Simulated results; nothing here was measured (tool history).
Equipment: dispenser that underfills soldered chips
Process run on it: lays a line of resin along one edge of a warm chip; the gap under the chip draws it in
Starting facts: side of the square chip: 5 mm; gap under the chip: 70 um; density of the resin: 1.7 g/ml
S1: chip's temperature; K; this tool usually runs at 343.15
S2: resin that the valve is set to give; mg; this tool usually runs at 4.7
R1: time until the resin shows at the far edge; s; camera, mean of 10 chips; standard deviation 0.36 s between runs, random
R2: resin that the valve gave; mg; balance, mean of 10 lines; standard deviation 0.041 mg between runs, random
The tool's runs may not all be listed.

| run | day | S1 | S2 | R1 | R2 |
|---|---|---|---|---|---|
| 1 | 0 | 343.15 | 4.7 | 19.1 | 4.62 |
| 2 | 0.512 | 343.15 | 4.7 | 20 | 4.65 |
| 3 | 0.929 | 343.15 | 4.04 | 20.8 | 3.89 |
| 4 | 1.3 | 343.15 | 4.04 | 19.8 | 3.91 |
| 5 | 1.658 | 343.15 | 5.69 | 25.1 | 5.43 |
| 6 | 1.988 | 343.15 | 5.69 | 23.1 | 5.45 |
| 7 | 2.383 | 343.15 | 5.69 | 21.5 | 5.42 |
| 8 | 3 | 343.15 | 5.69 | 25.2 | 5.38 |
| 9 | 3.388 | 343.15 | 5.69 | 23.5 | 5.31 |
| 10 | 4.033 | 343.15 | 5.69 | 18.5 | 5.36 |
| 11 | 4.488 | 343.15 | 5.69 | 19.2 | 5.32 |
| 12 | 4.962 | 340.15 | 5.69 | 22.6 | 5.28 |
| 13 | 5.521 | 340.15 | 5.69 | 24.7 | 5.15 |
| 14 | 5.954 | 340.15 | 5.69 | 24 | 5.74 |
| 15 | 6.358 | 340.15 | 4.7 | 24 | 4.72 |
| 16 | 6.725 | 344.15 | 4.7 | 17.9 | 4.62 |
| 17 | 7.012 | 343.15 | 4.7 | 24.1 | 4.67 |
| 18 | 7.575 | 343.15 | 4.7 | 18.1 | 4.58 |
| 19 | 8.133 | 339.15 | 4.83 | 25.6 | 4.67 |
| 20 | 8.675 | 339.15 | 4.83 | 27.3 | 4.59 |
| 21 | 9.271 | 339.15 | 4.83 | 30.9 | 4.62 |
| 22 | 9.658 | 335.15 | 5.9 | 36.5 | 5.61 |
| 23 | 10.162 | 335.15 | 5.9 | 38.2 | 5.64 |
| 24 | 10.512 | 339.15 | 5.1 | 29.4 | 4.9 |
| 25 | 10.9 | 355.15 | 5.53 | 12.2 | 5.18 |
| 26 | 11.396 | 355.15 | 4.5 | 12.8 | 4.27 |
| 27 | 11.829 | 336.15 | 4.93 | 34.9 | 4.54 |
| 28 | 12.208 | 340.15 | 5.97 | 25.8 | 5.51 |
| 29 | 12.817 | 348.15 | 5.64 | 18.9 | 5.55 |
| 30 | 13.421 | 329.15 | 6.05 | 41.5 | 5.9 |
| 31 | 14.05 | 343.15 | 5.98 | 21.9 | 5.82 |
| 32 | 14.425 | 355.15 | 4.64 | 11 | 4.53 |
| 33 | 14.992 | 355.15 | 4.64 | 13.2 | 4.55 |
| 34 | 15.529 | 344.15 | 5.87 | 16.8 | 5.66 |

Withheld: 37 entries from between the runs. Position of each, and hidden state at the listed run before versus the listed run after:
Run 1 -> run 2: new syringe of resin (day 0.438)
  resin's viscosity, % of fresh resin's: 99.9 -> 105; dose that the valve gives, % of what is set: 98.48 -> 97.82; true chip temperature over the reading, C: 1.11 -> 1.13
  measured less the result without the state, R1: -1.2 -> -0.2 s; R2: -0.07 -> -0.1 mg
Run 2 -> run 3: new syringe of resin (day 0.875)
  resin's viscosity, % of fresh resin's: 105 -> 104.8; dose that the valve gives, % of what is set: 97.82 -> 97.3; true chip temperature over the reading, C: 1.13 -> 1.14
  measured less the result without the state, R1: -0.2 -> -0.2 s; R2: -0.1 -> -0.11 mg
Run 3 -> run 4: new syringe of resin (day 1.3)
  resin's viscosity, % of fresh resin's: 104.8 -> 99.7; dose that the valve gives, % of what is set: 97.3 -> 96.85; true chip temperature over the reading, C: 1.14 -> 1.16
  measured less the result without the state, R1: -0.2 -> -1.1 s; R2: -0.11 -> -0.12 mg
Run 5 -> run 6: new syringe of resin (day 1.758)
  resin's viscosity, % of fresh resin's: 134.7 -> 121.9; dose that the valve gives, % of what is set: 96.39 -> 95.94; true chip temperature over the reading, C: 1.17 -> 1.18
  measured less the result without the state, R1: +5.3 -> +2.9 s; R2: -0.21 -> -0.23 mg
Run 6 -> run 7: new syringe of resin (day 2.196)
  resin's viscosity, % of fresh resin's: 121.9 -> 118.2; dose that the valve gives, % of what is set: 95.94 -> 95.45; true chip temperature over the reading, C: 1.18 -> 1.19
  measured less the result without the state, R1: +2.9 -> +2.1 s; R2: -0.23 -> -0.26 mg
Run 7 -> run 8: new syringe of resin (day 2.662)
  resin's viscosity, % of fresh resin's: 118.2 -> 135; dose that the valve gives, % of what is set: 95.45 -> 94.69; true chip temperature over the reading, C: 1.19 -> 1.22
  measured less the result without the state, R1: +2.1 -> +5.3 s; R2: -0.26 -> -0.3 mg
Run 8 -> run 9: new syringe of resin (day 3.129)
  resin's viscosity, % of fresh resin's: 135 -> 125.9; dose that the valve gives, % of what is set: 94.69 -> 94.24; true chip temperature over the reading, C: 1.22 -> 1.23
  measured less the result without the state, R1: +5.3 -> +3.6 s; R2: -0.3 -> -0.33 mg
Run 9 -> run 10: new syringe of resin (day 3.567); new syringe of resin (day 3.992)
  resin's viscosity, % of fresh resin's: 125.9 -> 103; dose that the valve gives, % of what is set: 94.24 -> 93.42; true chip temperature over the reading, C: 1.23 -> 1.25
  measured less the result without the state, R1: +3.6 -> -0.7 s; R2: -0.33 -> -0.37 mg
Run 10 -> run 11: new syringe of resin (day 4.45)
  resin's viscosity, % of fresh resin's: 103 -> 103.4; dose that the valve gives, % of what is set: 93.42 -> 92.87; true chip temperature over the reading, C: 1.25 -> 1.27
  measured less the result without the state, R1: -0.7 -> -0.6 s; R2: -0.37 -> -0.41 mg
Run 11 -> run 12: new syringe of resin (day 4.917)
  resin's viscosity, % of fresh resin's: 103.4 -> 101.9; dose that the valve gives, % of what is set: 92.87 -> 92.29; true chip temperature over the reading, C: 1.27 -> 1.29
  measured less the result without the state, R1: -0.6 -> -1.2 s; R2: -0.41 -> -0.43 mg
Run 12 -> run 13: new syringe of resin (day 5.358)
  resin's viscosity, % of fresh resin's: 101.9 -> 113.8; dose that the valve gives, % of what is set: 92.29 -> 91.59; true chip temperature over the reading, C: 1.29 -> 1.31
  measured less the result without the state, R1: -1.2 -> +1.5 s; R2: -0.43 -> -0.48 mg
Run 13 -> run 14: dispensing valve cleaned and set on the balance (day 5.617); new syringe of resin (day 5.825)
  resin's viscosity, % of fresh resin's: 113.8 -> 112.1; dose that the valve gives, % of what is set: 91.59 -> 99.82; true chip temperature over the reading, C: 1.31 -> 1.32
  measured less the result without the state, R1: +1.5 -> +1 s; R2: -0.48 -> -0.01 mg
Run 14 -> run 15: new syringe of resin (day 6.279)
  resin's viscosity, % of fresh resin's: 112.1 -> 107.7; dose that the valve gives, % of what is set: 99.82 -> 99.35; true chip temperature over the reading, C: 1.32 -> 1.33
  measured less the result without the state, R1: +1 -> +0 s; R2: -0.01 -> -0.03 mg
Run 15 -> run 16: new syringe of resin (day 6.704)
  resin's viscosity, % of fresh resin's: 107.7 -> 101.7; dose that the valve gives, % of what is set: 99.35 -> 98.84; true chip temperature over the reading, C: 1.33 -> 1.35
  measured less the result without the state, R1: +0 -> -1 s; R2: -0.03 -> -0.05 mg
Run 17 -> run 18: new syringe of resin (day 7.146); new syringe of resin (day 7.575)
  resin's viscosity, % of fresh resin's: 129.8 -> 99.8; dose that the valve gives, % of what is set: 98.45 -> 97.77; true chip temperature over the reading, C: 1.36 -> 1.38
  measured less the result without the state, R1: +4.2 -> -1.5 s; R2: -0.08 -> -0.11 mg
Run 18 -> run 19: new syringe of resin (day 8.025)
  resin's viscosity, % of fresh resin's: 99.8 -> 110; dose that the valve gives, % of what is set: 97.77 -> 97.05; true chip temperature over the reading, C: 1.38 -> 1.4
  measured less the result without the state, R1: -1.5 -> +0.5 s; R2: -0.11 -> -0.14 mg
Run 19 -> run 20: new syringe of resin (day 8.488)
  resin's viscosity, % of fresh resin's: 110 -> 118.7; dose that the valve gives, % of what is set: 97.05 -> 96.37; true chip temperature over the reading, C: 1.4 -> 1.42
  measured less the result without the state, R1: +0.5 -> +2.5 s; R2: -0.14 -> -0.17 mg
Run 20 -> run 21: new syringe of resin (day 8.912)
  resin's viscosity, % of fresh resin's: 118.7 -> 136.1; dose that the valve gives, % of what is set: 96.37 -> 95.65; true chip temperature over the reading, C: 1.42 -> 1.44
  measured less the result without the state, R1: +2.5 -> +6.5 s; R2: -0.17 -> -0.21 mg
Run 21 -> run 22: new syringe of resin (day 9.354)
  resin's viscosity, % of fresh resin's: 136.1 -> 129.6; dose that the valve gives, % of what is set: 95.65 -> 95.15; true chip temperature over the reading, C: 1.44 -> 1.45
  measured less the result without the state, R1: +6.5 -> +6 s; R2: -0.21 -> -0.29 mg
Run 22 -> run 23: new syringe of resin (day 9.8)
  resin's viscosity, % of fresh resin's: 129.6 -> 135.4; dose that the valve gives, % of what is set: 95.15 -> 94.52; true chip temperature over the reading, C: 1.45 -> 1.47
  measured less the result without the state, R1: +6 -> +7.6 s; R2: -0.29 -> -0.33 mg
Run 23 -> run 24: new syringe of resin (day 10.225)
  resin's viscosity, % of fresh resin's: 135.4 -> 129.6; dose that the valve gives, % of what is set: 94.52 -> 94.1; true chip temperature over the reading, C: 1.47 -> 1.48
  measured less the result without the state, R1: +7.6 -> +4.9 s; R2: -0.33 -> -0.3 mg
Run 24 -> run 25: new syringe of resin (day 10.667)
  resin's viscosity, % of fresh resin's: 129.6 -> 121.3; dose that the valve gives, % of what is set: 94.1 -> 93.61; true chip temperature over the reading, C: 1.48 -> 1.5
  measured less the result without the state, R1: +4.9 -> +1.4 s; R2: -0.3 -> -0.35 mg
Run 25 -> run 26: new syringe of resin (day 11.092)
  resin's viscosity, % of fresh resin's: 121.3 -> 129.6; dose that the valve gives, % of what is set: 93.61 -> 93.05; true chip temperature over the reading, C: 1.5 -> 1.51
  measured less the result without the state, R1: +1.4 -> +2.3 s; R2: -0.35 -> -0.31 mg
Run 26 -> run 27: new syringe of resin (day 11.562)
  resin's viscosity, % of fresh resin's: 129.6 -> 127.3; dose that the valve gives, % of what is set: 93.05 -> 92.52; true chip temperature over the reading, C: 1.51 -> 1.53
  measured less the result without the state, R1: +2.3 -> +5.2 s; R2: -0.31 -> -0.37 mg
Run 27 -> run 28: new syringe of resin (day 11.988)
  resin's viscosity, % of fresh resin's: 127.3 -> 121.4; dose that the valve gives, % of what is set: 92.52 -> 92.09; true chip temperature over the reading, C: 1.53 -> 1.54
  measured less the result without the state, R1: +5.2 -> +2.7 s; R2: -0.37 -> -0.47 mg
Run 28 -> run 29: new syringe of resin (day 12.421); dispensing valve cleaned and set on the balance (day 12.5)
  resin's viscosity, % of fresh resin's: 121.4 -> 136.1; dose that the valve gives, % of what is set: 92.09 -> 99.5; true chip temperature over the reading, C: 1.54 -> 1.56
  measured less the result without the state, R1: +2.7 -> +3.8 s; R2: -0.47 -> -0.03 mg
Run 29 -> run 30: new syringe of resin (day 12.908); new syringe of resin (day 13.383)
  resin's viscosity, % of fresh resin's: 136.1 -> 103.3; dose that the valve gives, % of what is set: 99.5 -> 98.71; true chip temperature over the reading, C: 1.56 -> 1.59
  measured less the result without the state, R1: +3.8 -> -2.6 s; R2: -0.03 -> -0.08 mg
Run 30 -> run 31: new syringe of resin (day 13.812)
  resin's viscosity, % of fresh resin's: 103.3 -> 121.6; dose that the valve gives, % of what is set: 98.71 -> 97.96; true chip temperature over the reading, C: 1.59 -> 1.61
  measured less the result without the state, R1: -2.6 -> +2.3 s; R2: -0.08 -> -0.12 mg
Run 31 -> run 32: new syringe of resin (day 14.242)
  resin's viscosity, % of fresh resin's: 121.6 -> 115.1; dose that the valve gives, % of what is set: 97.96 -> 97.48; true chip temperature over the reading, C: 1.61 -> 1.62
  measured less the result without the state, R1: +2.3 -> +0.7 s; R2: -0.12 -> -0.11 mg
Run 32 -> run 33: new syringe of resin (day 14.675)
  resin's viscosity, % of fresh resin's: 115.1 -> 130.7; dose that the valve gives, % of what is set: 97.48 -> 96.78; true chip temperature over the reading, C: 1.62 -> 1.65
  measured less the result without the state, R1: +0.7 -> +2.3 s; R2: -0.11 -> -0.15 mg
Run 33 -> run 34: new syringe of resin (day 15.1); new syringe of resin (day 15.529)
  resin's viscosity, % of fresh resin's: 130.7 -> 101; dose that the valve gives, % of what is set: 96.78 -> 96.12; true chip temperature over the reading, C: 1.65 -> 1.66
  measured less the result without the state, R1: +2.3 -> -1.4 s; R2: -0.15 -> -0.22 mg
